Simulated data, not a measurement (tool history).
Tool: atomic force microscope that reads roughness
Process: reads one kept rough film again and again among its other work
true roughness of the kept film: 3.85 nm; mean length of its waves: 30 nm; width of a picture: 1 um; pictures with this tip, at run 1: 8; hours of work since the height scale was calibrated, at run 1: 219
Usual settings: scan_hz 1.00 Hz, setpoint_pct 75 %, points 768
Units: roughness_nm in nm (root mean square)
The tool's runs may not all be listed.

run,hour,scan_hz,setpoint_pct,points,pictures with this tip,hours of work since the height scale was calibrated,roughness_nm
1,0.0,1.00,75,768,8,219,3.251
2,6.8,1.00,75,768,21,224,3.271
3,16.7,1.19,75,768,41,231,3.224
4,30.1,1.19,65,768,68,240,3.321
5,41.0,1.00,75,768,90,248,3.244
6,48.1,1.00,75,768,104,253,3.245
7,60.5,1.00,75,768,129,261,3.274
8,66.9,1.00,75,768,142,266,3.269
9,74.6,1.16,75,768,157,271,3.238
10,87.6,1.00,75,768,184,280,3.264
11,99.5,1.00,75,768,207,288,3.271
12,112.6,1.00,75,768,234,297,3.242
13,124.0,1.00,75,768,257,305,3.268
14,131.9,1.00,75,768,272,311,3.256
# hour 137.4: new tip fitted
15,146.3,1.00,75,591,17,320,3.254
16,158.9,1.00,75,520,43,329,3.248
17,170.9,1.00,75,768,67,337,3.258
18,179.1,1.00,75,768,83,343,3.241
19,186.4,1.00,75,768,98,348,3.267
20,199.2,1.00,75,768,124,357,3.285
21,208.7,1.00,75,768,143,364,3.280
22,217.3,1.00,75,768,160,370,3.280
23,227.6,1.00,59,768,181,377,3.359
24,238.0,1.00,59,768,202,384,3.356
25,249.9,1.00,75,768,226,392,3.279
26,255.5,3.62,75,768,237,396,2.889
27,263.4,3.62,69,768,253,402,3.028
28,272.1,3.62,69,768,270,408,3.019
# hour 278.3: new tip fitted
29,282.3,1.89,80,356,8,414,3.051
30,288.5,0.54,79,363,20,419,3.313
31,299.3,0.54,79,790,42,426,3.328
32,306.6,0.54,63,790,57,431,3.371
33,316.6,1.00,67,397,77,438,3.315
34,326.1,1.00,67,397,96,445,3.300
35,336.6,1.00,67,397,117,452,3.313
36,342.9,2.37,75,995,129,456,3.050
37,352.2,1.00,80,306,148,463,3.191
38,361.5,1.00,86,439,167,469,3.128
39,374.9,0.61,85,925,194,478,3.257
40,386.5,1.60,63,925,217,487,3.297
41,396.5,3.04,76,895,237,493,2.927
42,408.8,3.04,76,895,262,502,2.957
43,418.2,1.87,75,1003,281,509,3.147
# hour 419.5: new tip fitted
44,429.3,2.46,83,527,20,516,2.869
45,438.9,0.65,85,329,39,523,3.216
46,446.6,0.52,75,454,55,528,3.332
47,452.3,1.49,75,347,66,532,3.148
48,464.1,1.49,58,426,90,540,3.318
49,473.9,3.98,61,380,110,547,3.139
50,487.8,1.23,64,281,137,556,3.271
51,498.5,1.23,86,737,159,564,3.093
52,508.8,1.23,86,737,180,571,3.104
53,519.6,2.19,75,768,201,579,3.085
54,532.9,2.49,67,768,228,588,3.175

Hidden state at the last listed run before each entry between runs and at the first one after, where it differs:
Between runs 14 and 15: new tip fitted (hour 137.4)
  radius of the tip, nm: 7.2 -> 7
Between runs 28 and 29: new tip fitted (hour 278.3)
  radius of the tip, nm: 7.2 -> 7
Between runs 43 and 44: new tip fitted (hour 419.5)
  radius of the tip, nm: 7.2 -> 7

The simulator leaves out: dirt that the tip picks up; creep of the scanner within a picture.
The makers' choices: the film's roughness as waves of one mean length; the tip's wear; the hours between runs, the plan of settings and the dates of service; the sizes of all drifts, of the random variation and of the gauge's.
